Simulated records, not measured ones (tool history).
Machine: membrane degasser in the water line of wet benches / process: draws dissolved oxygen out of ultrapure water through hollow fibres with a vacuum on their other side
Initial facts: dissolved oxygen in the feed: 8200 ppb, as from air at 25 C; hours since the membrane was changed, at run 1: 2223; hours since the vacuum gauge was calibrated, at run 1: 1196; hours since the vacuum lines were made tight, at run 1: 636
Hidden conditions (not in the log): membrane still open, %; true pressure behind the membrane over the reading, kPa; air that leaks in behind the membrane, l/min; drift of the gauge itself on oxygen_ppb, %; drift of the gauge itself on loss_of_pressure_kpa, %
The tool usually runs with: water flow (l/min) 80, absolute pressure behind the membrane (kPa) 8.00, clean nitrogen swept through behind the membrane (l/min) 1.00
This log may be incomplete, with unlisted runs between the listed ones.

run,hour,water flow (l/min),absolute pressure behind the membrane (kPa),clean nitrogen swept through behind the membrane (l/min),hours since the membrane was changed,hours since the vacuum gauge was calibrated,hours since the vacuum lines were made tight,dissolved oxygen in the water behind the degasser (ppb),pressure that the water loses in the fibres (kPa)
1,0.0,80,8.00,1.00,2223,1196,636,656.3,25.95
2,37.0,80,8.00,0.77,2260,1233,673,758.1,26.02
3,115.1,80,8.00,0.61,2338,1312,751,860.9,26.10
4,181.2,80,8.00,0.61,2404,1378,817,879.0,26.10
5,239.7,80,13.34,1.00,2463,1436,876,1275.1,26.06
6,292.8,80,8.00,1.00,2516,1489,929,668.7,26.22
7,361.1,80,8.00,1.00,2584,1558,997,662.9,26.09
# hour 367.5: vacuum gauge calibrated
8,401.8,80,8.00,1.00,2624,34,1038,670.1,26.09
9,437.7,80,8.00,2.17,2660,70,1074,399.3,26.01
10,499.2,56,4.85,1.00,2722,132,1135,211.1,18.18
# hour 567.7: vacuum gauge calibrated, once more
11,570.1,76,4.85,1.00,2792,2,1205,249.4,24.90
12,642.6,67,10.66,1.00,2865,75,1278,853.4,21.98

Across each entry between runs, compare the hidden state at the last listed run before it with the hidden state at the first listed run after it:
Runs 7 to 8: vacuum gauge calibrated (hour 367.5)
  true pressure behind the membrane over the reading, kPa: 0.12 -> 0.19; air that leaks in behind the membrane, l/min: 0.0072 -> 0.0074
  difference, measured minus the result without the unlogged condition, dissolved oxygen in the water behind the degasser (ppb): +15.6 -> +24.3; pressure that the water loses in the fibres (kPa): +0.30 -> +0.31
Runs 10 to 11: vacuum gauge calibrated, once more (hour 567.7)
  membrane still open, %: 98.8 -> 98.7; true pressure behind the membrane over the reading, kPa: 0.2 -> 0.03; air that leaks in behind the membrane, l/min: 0.0079 -> 0.0082
  difference, measured minus the result without the unlogged condition, dissolved oxygen in the water behind the degasser (ppb): +21.3 -> +5.4; pressure that the water loses in the fibres (kPa): +0.23 -> +0.31
